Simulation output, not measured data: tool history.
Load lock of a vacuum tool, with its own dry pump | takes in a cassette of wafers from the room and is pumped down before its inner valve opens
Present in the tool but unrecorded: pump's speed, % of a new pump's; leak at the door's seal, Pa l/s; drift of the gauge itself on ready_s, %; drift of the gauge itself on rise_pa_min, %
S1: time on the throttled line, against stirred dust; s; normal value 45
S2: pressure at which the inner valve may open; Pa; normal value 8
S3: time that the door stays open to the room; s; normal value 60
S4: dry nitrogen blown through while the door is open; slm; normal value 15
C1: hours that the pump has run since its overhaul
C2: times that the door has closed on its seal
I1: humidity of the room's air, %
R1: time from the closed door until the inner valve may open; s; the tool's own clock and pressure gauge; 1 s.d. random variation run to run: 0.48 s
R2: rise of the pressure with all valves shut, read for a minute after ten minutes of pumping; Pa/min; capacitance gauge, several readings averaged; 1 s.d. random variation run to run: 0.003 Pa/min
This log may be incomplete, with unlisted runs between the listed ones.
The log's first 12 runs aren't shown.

{"run": 13, "hour": 2562.4, "S1": 45, "S2": 11, "S3": 50, "S4": 15, "C1": 12080, "C2": 13168, "I1": 49.3, "R1": 65, "R2": 0.13}
{"run": 14, "hour": 2790.8, "S1": 45, "S2": 11, "S3": 50, "S4": 15, "C1": 12308, "C2": 13400, "I1": 46.1, "R1": 64.5, "R2": 0.127}
{"run": 15, "hour": 3035.5, "S1": 45, "S2": 11, "S3": 50, "S4": 15, "C1": 12553, "C2": 13649, "I1": 45.9, "R1": 64.8, "R2": 0.126}
{"run": 16, "hour": 3238.9, "S1": 38, "S2": 8, "S3": 60, "S4": 15, "C1": 12756, "C2": 13855, "I1": 44, "R1": 59, "R2": 0.129}
{"run": 17, "hour": 3471.3, "S1": 38, "S2": 7, "S3": 60, "S4": 15, "C1": 12989, "C2": 14091, "I1": 48.4, "R1": 60.3, "R2": 0.134}
{"run": 18, "hour": 3699.1, "S1": 38, "S2": 7, "S3": 60, "S4": 15, "C1": 13217, "C2": 14322, "I1": 42.8, "R1": 59.6, "R2": 0.137}
{"run": 19, "hour": 3956.3, "S1": 38, "S2": 7, "S3": 60, "S4": 15, "C1": 13474, "C2": 14583, "I1": 42.9, "R1": 60.2, "R2": 0.143}
{"run": 20, "hour": 4147.3, "S1": 77, "S2": 9, "S3": 96, "S4": 37, "C1": 13665, "C2": 14777, "I1": 45.7, "R1": 93.6, "R2": 0.134}
{"run": 21, "hour": 4375.8, "S1": 81, "S2": 15, "S3": 44, "S4": 37, "C1": 13893, "C2": 15009, "I1": 46.5, "R1": 96.7, "R2": 0.135}
{"run": 22, "hour": 4671.8, "S1": 45, "S2": 14, "S3": 150, "S4": 14, "C1": 14189, "C2": 15310, "I1": 43.5, "R1": 64.3, "R2": 0.156}
{"run": 23, "hour": 4978.8, "S1": 45, "S2": 14, "S3": 150, "S4": 14, "C1": 14496, "C2": 15621, "I1": 43, "R1": 64.6, "R2": 0.158}
{"run": 24, "hour": 5256.0, "S1": 45, "S2": 14, "S3": 150, "S4": 14, "C1": 14774, "C2": 15902, "I1": 44.8, "R1": 65, "R2": 0.167}
{"run": 25, "hour": 5560.3, "S1": 69, "S2": 14, "S3": 150, "S4": 14, "C1": 15078, "C2": 16211, "I1": 42.1, "R1": 85.8, "R2": 0.175}
{"run": 26, "hour": 5730.0, "S1": 30, "S2": 16, "S3": 26, "S4": 10, "C1": 15248, "C2": 16384, "I1": 44.3, "R1": 51.7, "R2": 0.159}
{"run": 27, "hour": 6031.1, "S1": 57, "S2": 8, "S3": 60, "S4": 30, "C1": 15549, "C2": 16689, "I1": 41.8, "R1": 76.5, "R2": 0.154}
{"run": 28, "hour": 6238.0, "S1": 23, "S2": 9, "S3": 190, "S4": 4, "C1": 15756, "C2": 16899, "I1": 49, "R1": 47.2, "R2": 0.225}
{"run": 29, "hour": 6441.0, "S1": 23, "S2": 9, "S3": 190, "S4": 4, "C1": 15959, "C2": 17105, "I1": 45.9, "R1": 47.9, "R2": 0.222}
{"run": 30, "hour": 6662.6, "S1": 49, "S2": 14, "S3": 190, "S4": 4, "C1": 16180, "C2": 17330, "I1": 44.5, "R1": 69.2, "R2": 0.218}
{"run": 31, "hour": 6844.6, "S1": 49, "S2": 14, "S3": 190, "S4": 4, "C1": 16362, "C2": 17515, "I1": 43.5, "R1": 68.5, "R2": 0.22}
{"run": 32, "hour": 7062.2, "S1": 59, "S2": 12, "S3": 36, "S4": 4, "C1": 16580, "C2": 17736, "I1": 43.1, "R1": 77.9, "R2": 0.189}
{"run": 33, "hour": 7376.9, "S1": 59, "S2": 12, "S3": 36, "S4": 4, "C1": 16894, "C2": 18055, "I1": 45.8, "R1": 77.7, "R2": 0.198}
{"hour": 7467.4, "done": "dry pump taken out, an overhauled one fitted"}
{"run": 34, "hour": 7549.0, "S1": 59, "S2": 12, "S3": 36, "S4": 4, "C1": 82, "C2": 18224, "I1": 41.3, "R1": 73.1, "R2": 0.19}
{"run": 35, "hour": 7706.2, "S1": 39, "S2": 13, "S3": 58, "S4": 15, "C1": 239, "C2": 18383, "I1": 45.2, "R1": 55.7, "R2": 0.187}
{"run": 36, "hour": 7871.4, "S1": 45, "S2": 8, "S3": 60, "S4": 9, "C1": 404, "C2": 18551, "I1": 48.3, "R1": 62.1, "R2": 0.204}
{"run": 37, "hour": 8032.5, "S1": 45, "S2": 8, "S3": 113, "S4": 9, "C1": 565, "C2": 18715, "I1": 43.4, "R1": 61.8, "R2": 0.206}

Each row is a separate what-if for the run after 37, all from the same tool condition, not one after another. Results?
{"run": "A", "hour": 8190.7, "S1": 77, "S2": 9, "S3": 108, "S4": 9, "C1": 723, "C2": 18875, "I1": 42.7, "R1": "?", "R2": "?"}
{"run": "B", "hour": 8190.7, "S1": 26, "S2": 8, "S3": 182, "S4": 9, "C1": 723, "C2": 18875, "I1": 42.6, "R1": "?", "R2": "?"}
{"run": "C", "hour": 8190.7, "S1": 45, "S2": 8, "S3": 113, "S4": 44, "C1": 723, "C2": 18875, "I1": 43.2, "R1": "?", "R2": "?"}

run=A R1=91.7 R2=0.214
run=B R1=45.9 R2=0.211
run=C R1=62.6 R2=0.184
With no hidden state in the tool, these same runs would have given:
run=A R1=91.7 R2=0.051
run=B R1=45.8 R2=0.05
run=C R1=62.6 R2=0.023

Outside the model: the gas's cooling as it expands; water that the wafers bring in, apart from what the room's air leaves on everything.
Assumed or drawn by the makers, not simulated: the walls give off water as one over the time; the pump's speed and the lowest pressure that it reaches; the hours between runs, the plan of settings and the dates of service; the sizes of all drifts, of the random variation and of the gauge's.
